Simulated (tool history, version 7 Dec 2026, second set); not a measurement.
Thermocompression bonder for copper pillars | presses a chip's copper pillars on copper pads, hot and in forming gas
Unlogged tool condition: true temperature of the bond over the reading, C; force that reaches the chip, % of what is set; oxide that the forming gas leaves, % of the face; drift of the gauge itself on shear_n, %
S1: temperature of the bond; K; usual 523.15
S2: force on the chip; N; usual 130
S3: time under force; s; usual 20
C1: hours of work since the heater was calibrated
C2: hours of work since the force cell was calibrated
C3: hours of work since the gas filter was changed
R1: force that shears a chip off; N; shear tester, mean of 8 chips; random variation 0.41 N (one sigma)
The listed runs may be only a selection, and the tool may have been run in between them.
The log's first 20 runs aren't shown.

| run | hour | S1 | S2 | S3 | C1 | C2 | C3 | R1 |
|---|---|---|---|---|---|---|---|---|
| 21 | 285.5 | 523.15 | 86 | 20 | 124 | 295 | 52 | 32.7 |
| 22 | 299.9 | 543.15 | 171 | 35 | 130 | 301 | 58 | 96 |
| 23 | 322.4 | 543.15 | 171 | 35 | 139 | 311 | 67 | 95.4 |
| 24 | 340.2 | 506.15 | 87 | 12 | 146 | 318 | 74 | 19.1 |
| 25 | 363.1 | 506.15 | 87 | 12 | 155 | 327 | 84 | 18.7 |
| 26 | 376.6 | 519.15 | 171 | 12 | 161 | 333 | 89 | 54 |
| 27 | 394.5 | 519.15 | 94 | 15 | 168 | 340 | 96 | 29.2 |
| 28 | 411 | 510.15 | 99 | 49 | 175 | 347 | 103 | 43.4 |
| 29 | 431.5 | 518.15 | 193 | 20 | 183 | 355 | 112 | 70.2 |
| 30 | 454.7 | 505.15 | 193 | 20 | 193 | 364 | 121 | 59 |
| 31 | 471.3 | 530.15 | 141 | 32 | 199 | 371 | 128 | 70.7 |
| 32 | 488.6 | 550.15 | 175 | 20 | 206 | 378 | 135 | 89.3 |
| 33 | 500.4 | 550.15 | 175 | 20 | 211 | 383 | 140 | 90.2 |
| 34 | 521 | 523.15 | 185 | 20 | 220 | 391 | 148 | 71.6 |
| 35 | 536 | 507.15 | 176 | 31 | 226 | 398 | 154 | 63 |
| 36 | 554.3 | 507.15 | 176 | 31 | 233 | 405 | 161 | 63.5 |
| 37 | 577.3 | 507.15 | 176 | 31 | 243 | 414 | 171 | 62.7 |
| 38 | 594.2 | 535.15 | 136 | 12 | 249 | 421 | 178 | 52.9 |

Alternative continuations, all from the tool just after run 38; predict every row:
| A | 615.5 | 510.15 | 189 | 27 | 258 | 430 | 186 | ? |
| B | 615.5 | 535.15 | 86 | 12 | 258 | 430 | 186 | ? |
| C | 615.5 | 523.15 | 130 | 10 | 258 | 430 | 186 | ? |
| D | 615.5 | 504.15 | 136 | 12 | 258 | 430 | 186 | ? |

| run | R1 |
|---|---|
| A | 67.2 |
| B | 30.6 |
| C | 38.4 |
| D | 30.6 |
Without the tool's hidden state the same runs would have given:
| run | R1 |
|---|---|
| A | 73 |
| B | 33.8 |
| C | 42.3 |
| D | 33.9 |
